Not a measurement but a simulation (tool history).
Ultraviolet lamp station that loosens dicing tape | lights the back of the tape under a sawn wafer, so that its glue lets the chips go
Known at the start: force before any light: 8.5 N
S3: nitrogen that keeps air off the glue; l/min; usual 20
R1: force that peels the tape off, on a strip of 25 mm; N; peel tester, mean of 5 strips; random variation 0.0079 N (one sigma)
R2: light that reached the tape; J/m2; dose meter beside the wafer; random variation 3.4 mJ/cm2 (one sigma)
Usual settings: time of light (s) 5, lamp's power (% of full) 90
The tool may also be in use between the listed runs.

Run 1, hour 0.0: usual settings. Result: R1 0.306 N, R2 5570 J/m2.
Run 2, hour 24.2: usual settings. Result: R1 0.299 N, R2 5560 J/m2.
Run 3, hour 61.6: usual settings. Result: R1 0.315 N, R2 5490 J/m2.
Run 4, hour 89.8: usual settings. Result: R1 0.317 N, R2 5420 J/m2.
Run 5, hour 137.8: usual settings. Result: R1 0.305 N, R2 5560 J/m2.
Run 6, hour 191.0: usual settings. Result: R1 0.304 N, R2 5530 J/m2.
Run 7, hour 233.2: usual settings. Result: R1 0.299 N, R2 5460 J/m2.
Run 8, hour 269.1: usual settings. Result: R1 0.299 N, R2 5550 J/m2.
Run 9, hour 317.5: usual settings. Result: R1 0.312 N, R2 5530 J/m2.
Run 10, hour 357.4: usual settings. Result: R1 0.320 N, R2 5560 J/m2.
Run 11, hour 400.9: usual settings. Result: R1 0.295 N, R2 5500 J/m2.
Run 12, hour 431.6: usual settings. Result: R1 0.317 N, R2 5530 J/m2.
Run 13, hour 473.2: usual settings. Result: R1 0.296 N, R2 5520 J/m2.
At hour 477.3: window cleaned of glue's vapour.
Run 14, hour 509.8: usual settings. Result: R1 0.301 N, R2 5550 J/m2.
Run 15, hour 540.2: usual settings. Result: R1 0.304 N, R2 5520 J/m2.
Run 16, hour 585.2: usual settings but S3 36 l/min. Result: R1 0.260 N, R2 5530 J/m2.
Run 17, hour 622.0: usual settings but time of light (s) 3, S3 36 l/min. Result: R1 0.548 N, R2 3260 J/m2.
Run 18, hour 655.1: usual settings but lamp's power (% of full) 84. Result: R1 0.335 N, R2 5140 J/m2.
Run 19, hour 699.7: usual settings but lamp's power (% of full) 84. Result: R1 0.347 N, R2 5200 J/m2.
Run 20, hour 725.3: usual settings but lamp's power (% of full) 84. Result: R1 0.338 N, R2 5090 J/m2.
Run 21, hour 748.8: usual settings but time of light (s) 3, lamp's power (% of full) 74, S3 25 l/min. Result: R1 0.928 N, R2 2700 J/m2.
Run 22, hour 788.5: usual settings but time of light (s) 3, lamp's power (% of full) 74, S3 25 l/min. Result: R1 0.909 N, R2 2720 J/m2.
Run 23, hour 836.4: usual settings but lamp's power (% of full) 94. Result: R1 0.293 N, R2 5730 J/m2.
Run 24, hour 881.8: usual settings but lamp's power (% of full) 87, S3 8 l/min. Result: R1 0.529 N, R2 5390 J/m2.
Run 25, hour 911.0: usual settings but lamp's power (% of full) 87, S3 37 l/min. Result: R1 0.273 N, R2 5330 J/m2.
Run 26, hour 936.0: usual settings but time of light (s) 6, lamp's power (% of full) 65, S3 16 l/min. Result: R1 0.418 N, R2 4750 J/m2.
Run 27, hour 962.6: usual settings but lamp's power (% of full) 91, S3 16 l/min. Result: R1 0.309 N, R2 5640 J/m2.
Run 28, hour 1002.9: usual settings but lamp's power (% of full) 91, S3 16 l/min. Result: R1 0.329 N, R2 5570 J/m2.
Run 29, hour 1025.5: usual settings but lamp's power (% of full) 91, S3 16 l/min. Result: R1 0.322 N, R2 5590 J/m2.

Forecast run 30:
Run 30, hour 1047.9: usual settings but lamp's power (% of full) 87, S3 15 l/min. Result: R1 ?, R2 ?.

{"run 30": {"R1": 0.364, "R2": 5330}}
Without the tool's hidden state the same run would have given R1 0.362 N, R2 5340 J/m2.
